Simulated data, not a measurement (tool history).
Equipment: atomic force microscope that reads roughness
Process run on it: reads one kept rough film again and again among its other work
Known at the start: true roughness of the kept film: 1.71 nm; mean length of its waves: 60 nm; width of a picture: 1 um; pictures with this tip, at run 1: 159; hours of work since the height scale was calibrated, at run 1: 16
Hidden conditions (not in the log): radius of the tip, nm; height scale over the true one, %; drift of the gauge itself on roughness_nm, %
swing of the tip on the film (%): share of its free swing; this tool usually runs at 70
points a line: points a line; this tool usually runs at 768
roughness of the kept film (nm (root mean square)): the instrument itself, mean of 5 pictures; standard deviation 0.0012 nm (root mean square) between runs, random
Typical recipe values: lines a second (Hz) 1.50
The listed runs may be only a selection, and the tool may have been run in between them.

run	hour	lines a second (Hz)	swing of the tip on the film (%)	points a line	pictures with this tip	hours of work since the height scale was calibrated	roughness of the kept film (nm (root mean square))
1	0.0	1.50	70	768	159	16	1.539
2	8.3	1.50	70	768	171	21	1.538
3	18.5	1.50	70	768	185	26	1.537
4	25.9	1.50	70	768	196	30	1.539
5	35.6	1.50	64	768	210	36	1.573
6	43.2	1.50	69	768	220	40	1.540
7	50.4	1.50	69	768	231	44	1.541
8	58.2	1.50	69	768	242	48	1.541
9	70.4	1.50	70	458	259	55	1.529
10	76.5	3.17	61	768	268	58	1.505
# hour 78.3: new tip fitted
11	88.8	3.17	61	768	14	65	1.529
12	97.9	3.17	61	768	28	70	1.527
13	109.9	2.76	70	655	44	77	1.453
14	115.9	0.91	75	655	53	80	1.578
15	123.5	0.91	75	336	64	84	1.575

Same runs, no hidden state in the tool, same run-to-run variation:
run	roughness of the kept film (nm (root mean square))
1	1.555
2	1.556
3	1.556
4	1.559
5	1.595
6	1.562
7	1.565
8	1.566
9	1.556
10	1.532
11	1.530
12	1.529
13	1.456
14	1.583
15	1.580

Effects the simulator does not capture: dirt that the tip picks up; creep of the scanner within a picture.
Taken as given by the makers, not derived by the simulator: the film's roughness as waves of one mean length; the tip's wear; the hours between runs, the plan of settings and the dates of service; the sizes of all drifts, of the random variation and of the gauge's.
